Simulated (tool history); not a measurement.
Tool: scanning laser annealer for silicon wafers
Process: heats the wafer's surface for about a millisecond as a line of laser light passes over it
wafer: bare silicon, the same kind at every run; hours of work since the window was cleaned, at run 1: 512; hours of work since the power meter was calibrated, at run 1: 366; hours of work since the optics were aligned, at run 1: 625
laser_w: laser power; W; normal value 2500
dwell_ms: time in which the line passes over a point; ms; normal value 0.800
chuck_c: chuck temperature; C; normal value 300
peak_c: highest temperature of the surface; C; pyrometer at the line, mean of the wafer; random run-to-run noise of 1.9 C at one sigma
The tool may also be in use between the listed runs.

run	hour	laser_w	dwell_ms	chuck_c	hours of work since the window was cleaned	hours of work since the power meter was calibrated	hours of work since the optics were aligned	peak_c
1	0.0	2500	0.800	300	512	366	625	1097
2	8.1	2500	0.800	300	518	372	631	1096
3	17.3	2500	0.800	318	524	379	638	1114
4	28.3	2500	0.800	318	532	387	645	1112
5	41.5	2500	0.800	318	542	396	655	1113
6	50.7	2500	0.630	300	548	403	661	1015
7	66.1	2500	0.630	300	559	414	672	1010
8	73.3	2500	0.630	300	564	419	678	1013
9	89.7	2500	0.630	300	576	430	689	1012
10	101.5	2500	0.630	300	584	439	698	1011
# hour 107.3: optics aligned, line set to its width
11	115.4	2500	0.708	300	591	445	6	1043
12	126.4	2500	0.800	300	599	453	14	1088
# hour 134.8: window over the wafer cleaned
13	139.9	2500	0.800	300	4	461	22	1109
14	147.6	2306	0.800	300	9	467	27	1050
15	162.4	2468	0.737	300	20	477	38	1070
16	170.4	2633	0.737	334	25	483	44	1149
17	178.0	2633	0.737	334	31	488	49	1153
18	190.1	2528	0.886	290	39	497	58	1148
# hour 200.3: optics aligned, line set to its width, once more
19	205.2	2251	0.878	308	47	504	3	1085
20	222.2	2251	0.878	308	59	516	16	1086
21	232.3	2251	0.561	311	66	523	23	941
22	246.6	2608	0.664	273	76	534	33	1059
23	261.1	2663	0.596	285	86	544	43	1048
24	275.0	2551	0.800	300	96	554	53	1139
25	287.1	2729	0.800	300	105	562	62	1193
26	297.2	2729	0.800	300	112	570	69	1193
27	313.1	2431	0.966	300	124	581	80	1171
28	329.4	2431	0.966	300	135	593	92	1166

Alternative continuations, all from the tool just after run 28; predict every row:
A	337.2	2415	0.816	300	141	598	98	?
B	337.2	2620	0.744	265	141	598	98	?
C	337.2	2222	0.710	297	141	598	98	?
D	337.2	2325	0.800	300	141	598	98	?
E	337.2	2500	0.657	300	141	598	98	?

run	peak_c
A	1102
B	1098
C	993
D	1063
E	1048
With no hidden state in the tool, these same runs would have given:
run	peak_c
A	1109
B	1104
C	998
D	1069
E	1054
